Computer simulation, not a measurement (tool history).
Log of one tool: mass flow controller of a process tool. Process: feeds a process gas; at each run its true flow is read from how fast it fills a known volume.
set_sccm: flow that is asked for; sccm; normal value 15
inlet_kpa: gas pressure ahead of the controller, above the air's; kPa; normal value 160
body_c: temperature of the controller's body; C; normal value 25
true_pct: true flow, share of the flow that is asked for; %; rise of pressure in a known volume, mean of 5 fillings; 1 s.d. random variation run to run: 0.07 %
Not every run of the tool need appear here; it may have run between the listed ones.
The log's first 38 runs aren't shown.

run 39 hour=2639.1 | set_sccm=15 inlet_kpa=206 body_c=25 | true_pct=101.11
run 40 hour=2699.7 | set_sccm=17 inlet_kpa=206 body_c=24 | true_pct=101.31
run 41 hour=2753.6 | set_sccm=17 inlet_kpa=253 body_c=25 | true_pct=101.09
run 42 hour=2832.9 | set_sccm=21 inlet_kpa=160 body_c=34 | true_pct=99.88
run 43 hour=2924.4 | set_sccm=21 inlet_kpa=150 body_c=20 | true_pct=101.36
run 44 hour=2965.1 | set_sccm=8 inlet_kpa=191 body_c=29 | true_pct=101.68
run 45 hour=3013.8 | set_sccm=8 inlet_kpa=191 body_c=29 | true_pct=101.78
run 46 hour=3065.3 | set_sccm=13 inlet_kpa=207 body_c=25 | true_pct=101.40
run 47 hour=3119.7 | set_sccm=36 inlet_kpa=276 body_c=29 | true_pct=100.68
run 48 hour=3180.3 | set_sccm=29 inlet_kpa=153 body_c=31 | true_pct=100.27

3 ways to go on from here, each from the tool as it stands after run 48. What would each give?
run A hour=3253.0 | set_sccm=11 inlet_kpa=153 body_c=23 | true_pct=?
run B hour=3253.0 | set_sccm=29 inlet_kpa=142 body_c=31 | true_pct=?
run C hour=3253.0 | set_sccm=29 inlet_kpa=153 body_c=38 | true_pct=?

run=A true_pct=101.82
run=B true_pct=100.22
run=C true_pct=99.42
Had the tool no hidden state, the same runs would have come out as:
run=A true_pct=99.36
run=B true_pct=98.82
run=C true_pct=98.03
